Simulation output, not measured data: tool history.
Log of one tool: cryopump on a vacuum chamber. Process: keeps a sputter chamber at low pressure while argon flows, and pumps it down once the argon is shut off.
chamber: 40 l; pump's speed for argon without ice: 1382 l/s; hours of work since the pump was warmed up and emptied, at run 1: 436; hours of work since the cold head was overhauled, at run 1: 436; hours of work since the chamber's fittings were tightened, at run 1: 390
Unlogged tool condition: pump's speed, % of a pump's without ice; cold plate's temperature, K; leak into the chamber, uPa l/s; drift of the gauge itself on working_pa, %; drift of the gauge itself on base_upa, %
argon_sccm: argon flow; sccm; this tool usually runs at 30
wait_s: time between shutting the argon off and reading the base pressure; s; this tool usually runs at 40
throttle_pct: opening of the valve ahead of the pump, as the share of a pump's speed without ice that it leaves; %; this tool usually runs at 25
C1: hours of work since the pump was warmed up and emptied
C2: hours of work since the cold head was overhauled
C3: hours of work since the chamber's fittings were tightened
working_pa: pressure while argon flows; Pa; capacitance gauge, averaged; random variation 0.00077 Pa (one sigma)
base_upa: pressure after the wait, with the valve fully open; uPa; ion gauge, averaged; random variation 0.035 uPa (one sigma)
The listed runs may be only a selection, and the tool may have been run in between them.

{"run": 1, "hour": 0.0, "argon_sccm": 30, "wait_s": 40, "throttle_pct": 25, "C1": 436, "C2": 436, "C3": 390, "working_pa": 0.1535, "base_upa": 2.34}
{"run": 2, "hour": 29.7, "argon_sccm": 30, "wait_s": 40, "throttle_pct": 25, "C1": 460, "C2": 460, "C3": 415, "working_pa": 0.1528, "base_upa": 2.41}
{"run": 3, "hour": 64.7, "argon_sccm": 30, "wait_s": 40, "throttle_pct": 25, "C1": 490, "C2": 490, "C3": 444, "working_pa": 0.1555, "base_upa": 2.46}
{"run": 4, "hour": 94.6, "argon_sccm": 30, "wait_s": 294, "throttle_pct": 25, "C1": 515, "C2": 515, "C3": 469, "working_pa": 0.1567, "base_upa": 1.0}
{"run": 5, "hour": 112.5, "argon_sccm": 30, "wait_s": 294, "throttle_pct": 25, "C1": 530, "C2": 530, "C3": 484, "working_pa": 0.156, "base_upa": 0.99}
{"run": 6, "hour": 134.3, "argon_sccm": 30, "wait_s": 294, "throttle_pct": 25, "C1": 548, "C2": 548, "C3": 502, "working_pa": 0.1567, "base_upa": 1.03}
{"run": 7, "hour": 153.9, "argon_sccm": 30, "wait_s": 294, "throttle_pct": 25, "C1": 564, "C2": 564, "C3": 518, "working_pa": 0.1552, "base_upa": 1.04}
{"run": 8, "hour": 176.1, "argon_sccm": 30, "wait_s": 294, "throttle_pct": 25, "C1": 583, "C2": 583, "C3": 537, "working_pa": 0.1572, "base_upa": 1.05}
{"run": 9, "hour": 202.7, "argon_sccm": 30, "wait_s": 294, "throttle_pct": 25, "C1": 605, "C2": 605, "C3": 559, "working_pa": 0.1574, "base_upa": 1.11}
{"run": 10, "hour": 239.3, "argon_sccm": 21, "wait_s": 40, "throttle_pct": 25, "C1": 636, "C2": 636, "C3": 590, "working_pa": 0.1119, "base_upa": 2.71}
{"run": 11, "hour": 262.3, "argon_sccm": 21, "wait_s": 40, "throttle_pct": 25, "C1": 655, "C2": 655, "C3": 609, "working_pa": 0.1113, "base_upa": 2.7}
{"run": 12, "hour": 301.9, "argon_sccm": 32, "wait_s": 40, "throttle_pct": 25, "C1": 688, "C2": 688, "C3": 642, "working_pa": 0.1696, "base_upa": 2.76}
{"run": 13, "hour": 330.9, "argon_sccm": 12, "wait_s": 145, "throttle_pct": 17, "C1": 712, "C2": 712, "C3": 666, "working_pa": 0.0914, "base_upa": 1.56}
{"run": 14, "hour": 359.5, "argon_sccm": 51, "wait_s": 158, "throttle_pct": 17, "C1": 736, "C2": 736, "C3": 690, "working_pa": 0.3909, "base_upa": 1.56}
{"run": 15, "hour": 399.4, "argon_sccm": 14, "wait_s": 102, "throttle_pct": 22, "C1": 769, "C2": 769, "C3": 723, "working_pa": 0.0842, "base_upa": 1.8}
{"run": 16, "hour": 424.1, "argon_sccm": 16, "wait_s": 257, "throttle_pct": 23, "C1": 790, "C2": 790, "C3": 744, "working_pa": 0.0937, "base_upa": 1.46}
{"run": 17, "hour": 444.7, "argon_sccm": 16, "wait_s": 257, "throttle_pct": 23, "C1": 807, "C2": 807, "C3": 761, "working_pa": 0.0939, "base_upa": 1.42}
{"run": 18, "hour": 473.8, "argon_sccm": 34, "wait_s": 95, "throttle_pct": 23, "C1": 831, "C2": 831, "C3": 786, "working_pa": 0.1998, "base_upa": 1.93}
{"run": 19, "hour": 491.2, "argon_sccm": 30, "wait_s": 147, "throttle_pct": 51, "C1": 846, "C2": 846, "C3": 800, "working_pa": 0.0874, "base_upa": 1.74}
{"run": 20, "hour": 525.7, "argon_sccm": 31, "wait_s": 40, "throttle_pct": 25, "C1": 875, "C2": 875, "C3": 829, "working_pa": 0.1703, "base_upa": 2.9}
{"run": 21, "hour": 553.2, "argon_sccm": 41, "wait_s": 89, "throttle_pct": 23, "C1": 898, "C2": 898, "C3": 852, "working_pa": 0.243, "base_upa": 2.17}
{"run": 22, "hour": 588.5, "argon_sccm": 30, "wait_s": 35, "throttle_pct": 19, "C1": 927, "C2": 927, "C3": 882, "working_pa": 0.2132, "base_upa": 3.47}

Alternative continuations, all from the tool just after run 22; predict every row:
{"hour": 611.4, "done": "pump warmed up, emptied and cooled again"}
{"run": "A", "hour": 622.9, "argon_sccm": 55, "wait_s": 67, "throttle_pct": 26, "C1": 10, "C2": 952, "C3": 906, "working_pa": "?", "base_upa": "?"}
{"hour": 611.4, "done": "pump warmed up, emptied and cooled again"}
{"run": "B", "hour": 622.9, "argon_sccm": 13, "wait_s": 21, "throttle_pct": 16, "C1": 10, "C2": 952, "C3": 906, "working_pa": "?", "base_upa": "?"}
{"hour": 611.4, "done": "pump warmed up, emptied and cooled again"}
{"run": "C", "hour": 622.9, "argon_sccm": 18, "wait_s": 40, "throttle_pct": 25, "C1": 10, "C2": 952, "C3": 906, "working_pa": "?", "base_upa": "?"}
{"hour": 611.4, "done": "pump warmed up, emptied and cooled again"}
{"run": "D", "hour": 622.9, "argon_sccm": 19, "wait_s": 35, "throttle_pct": 19, "C1": 10, "C2": 952, "C3": 906, "working_pa": "?", "base_upa": "?"}
{"hour": 611.4, "done": "pump warmed up, emptied and cooled again"}
{"run": "E", "hour": 622.9, "argon_sccm": 15, "wait_s": 165, "throttle_pct": 29, "C1": 10, "C2": 952, "C3": 906, "working_pa": "?", "base_upa": "?"}

run=A working_pa=0.2595 base_upa=2.00
run=B working_pa=0.0992 base_upa=4.23
run=C working_pa=0.0884 base_upa=2.65
run=D working_pa=0.1231 base_upa=2.96
run=E working_pa=0.0637 base_upa=1.34
Take away the tool's hidden state, keep each run's random variation, and the runs would have read:
run=A working_pa=0.2584 base_upa=1.25
run=B working_pa=0.0989 base_upa=3.50
run=C working_pa=0.0880 base_upa=1.92
run=D working_pa=0.1228 base_upa=2.22
run=E working_pa=0.0634 base_upa=0.60
